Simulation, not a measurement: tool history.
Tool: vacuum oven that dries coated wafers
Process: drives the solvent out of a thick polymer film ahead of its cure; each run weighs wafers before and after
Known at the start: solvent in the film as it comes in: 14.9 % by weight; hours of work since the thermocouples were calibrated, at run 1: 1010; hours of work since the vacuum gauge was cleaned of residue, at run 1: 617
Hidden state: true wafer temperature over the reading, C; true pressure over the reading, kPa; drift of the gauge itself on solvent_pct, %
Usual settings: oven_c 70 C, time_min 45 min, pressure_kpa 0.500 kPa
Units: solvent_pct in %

run	hour	oven_c	time_min	pressure_kpa	hours of work since the thermocouples were calibrated	hours of work since the vacuum gauge was cleaned of residue	solvent_pct
1	0.0	70	45	0.500	1010	617	0.88
2	22.2	70	45	0.578	1023	630	0.93
3	53.0	70	45	0.578	1042	648	0.93
4	83.2	61	45	0.578	1060	667	2.00
5	107.3	61	45	0.578	1075	681	2.03
6	140.2	61	45	0.578	1094	701	2.00
7	174.8	61	45	0.321	1115	722	1.89
8	204.3	61	45	0.321	1133	739	1.80
9	235.7	70	55	0.500	1152	758	0.71
10	263.0	60	55	0.500	1168	775	1.62
11	280.3	70	45	0.500	1178	785	0.93
12	299.9	70	45	1.413	1190	797	1.37
13	317.5	70	45	1.413	1201	807	1.38
14	341.8	70	45	1.413	1215	822	1.36
15	377.9	70	45	1.413	1237	844	1.36
16	413.9	70	45	1.413	1259	865	1.35
17	434.8	70	45	0.347	1271	878	0.82
18	455.3	70	45	0.347	1283	890	0.84
19	491.1	82	45	0.500	1305	912	0.34
20	512.3	70	45	0.500	1318	924	0.93
21	532.3	70	45	0.500	1330	936	0.87
# hour 547.5: oven's thermocouples calibrated
22	553.8	70	73	0.500	4	948	0.59
23	578.4	70	45	0.500	19	963	1.08
24	615.5	70	45	0.500	41	985	1.10
25	645.6	72	41	0.541	59	1003	1.09
26	662.5	72	41	0.541	69	1013	1.09
27	698.1	77	41	0.662	90	1035	0.75
28	719.6	77	41	0.662	103	1048	0.75
29	749.0	80	45	0.331	121	1065	0.41
30	765.4	74	45	0.465	131	1075	0.80
31	795.5	72	36	1.211	149	1093	1.72
32	826.1	75	45	1.201	167	1111	1.04
33	859.5	65	79	1.201	187	1132	1.33
34	898.6	58	35	1.273	211	1155	4.40
35	917.7	83	70	1.173	222	1166	0.54
36	943.5	63	31	0.500	238	1182	3.20
37	960.7	70	29	0.961	248	1192	2.42
38	983.3	70	29	0.961	262	1206	2.46
39	1020.8	65	31	1.135	284	1228	3.22
40	1058.1	81	69	1.944	307	1251	0.87
41	1076.6	75	60	0.315	318	1262	0.42
42	1093.9	70	45	0.327	328	1272	1.00
43	1116.9	70	45	0.327	342	1286	1.01

Run 44 comes next. What will it give?
44	1153.8	69	60	1.606	364	1308	?

{"run 44": {"solvent_pct": 1.45}}
Without the tool's hidden state the same run would have given solvent_pct 1.22 %.
